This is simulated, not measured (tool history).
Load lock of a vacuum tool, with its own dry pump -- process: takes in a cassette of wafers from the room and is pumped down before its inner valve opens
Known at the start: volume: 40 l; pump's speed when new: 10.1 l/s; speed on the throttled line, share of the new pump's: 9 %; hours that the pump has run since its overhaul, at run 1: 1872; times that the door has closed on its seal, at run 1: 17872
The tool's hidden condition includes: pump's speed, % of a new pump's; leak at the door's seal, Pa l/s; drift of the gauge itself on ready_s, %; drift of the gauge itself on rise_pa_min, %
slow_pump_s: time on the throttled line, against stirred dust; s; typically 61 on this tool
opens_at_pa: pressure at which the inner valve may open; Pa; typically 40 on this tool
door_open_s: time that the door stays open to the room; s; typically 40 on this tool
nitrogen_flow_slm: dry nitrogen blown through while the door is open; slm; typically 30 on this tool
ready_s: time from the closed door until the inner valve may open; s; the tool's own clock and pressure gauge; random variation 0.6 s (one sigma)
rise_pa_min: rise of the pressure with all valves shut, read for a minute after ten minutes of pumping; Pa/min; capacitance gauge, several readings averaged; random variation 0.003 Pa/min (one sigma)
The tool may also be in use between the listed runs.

run	hour	slow_pump_s	opens_at_pa	door_open_s	nitrogen_flow_slm	hours that the pump has run since its overhaul	times that the door has closed on its seal	incoming humidity of the room's air, %	ready_s	rise_pa_min
1	0	61	40	40	30	1872	17872	45.5	86.6	0.115
2	126.6	61	40	40	30	1999	18353	48.4	86.7	0.124
3	282	61	40	40	30	2154	18942	45.3	88.1	0.117
4	475.5	61	64	40	30	2348	19676	43.8	84.3	0.123
5	681.7	61	64	40	30	2554	20459	48	85.2	0.134
6	802.4	34	40	40	30	2675	20917	45.3	63	0.139
7	904.2	34	40	40	12	2777	21303	47.4	62.9	0.155
8	1133.3	34	40	40	12	3006	22173	44.4	63.7	0.15
9	1372.8	61	40	40	30	3245	23081	45.2	87.5	0.16
10	1519.2	61	40	40	30	3392	23637	44.1	88.2	0.157
11	1688.2	61	40	40	30	3561	24278	44.7	87.4	0.162
12	1822.6	41	28	69	18	3695	24788	46.4	71.6	0.177
13	1946.3	39	28	69	10	3819	25257	47.6	69.6	0.201
14	2172.1	112	40	149	7	4045	26114	46.5	134.6	0.242
15	2370.7	112	40	149	7	4243	26868	44.8	135.9	0.24
16	2561.7	61	40	74	30	4434	27592	44.5	87.9	0.199

For run 17, what comes out?
17	2698.1	73	38	200	8	4571	28110	44.5	?	?

Run 17 gave ready_s 98.2 s, rise_pa_min 0.267 Pa/min.
With no hidden state in the tool, this same run would have given ready_s 96.9 s, rise_pa_min 0.094 Pa/min.
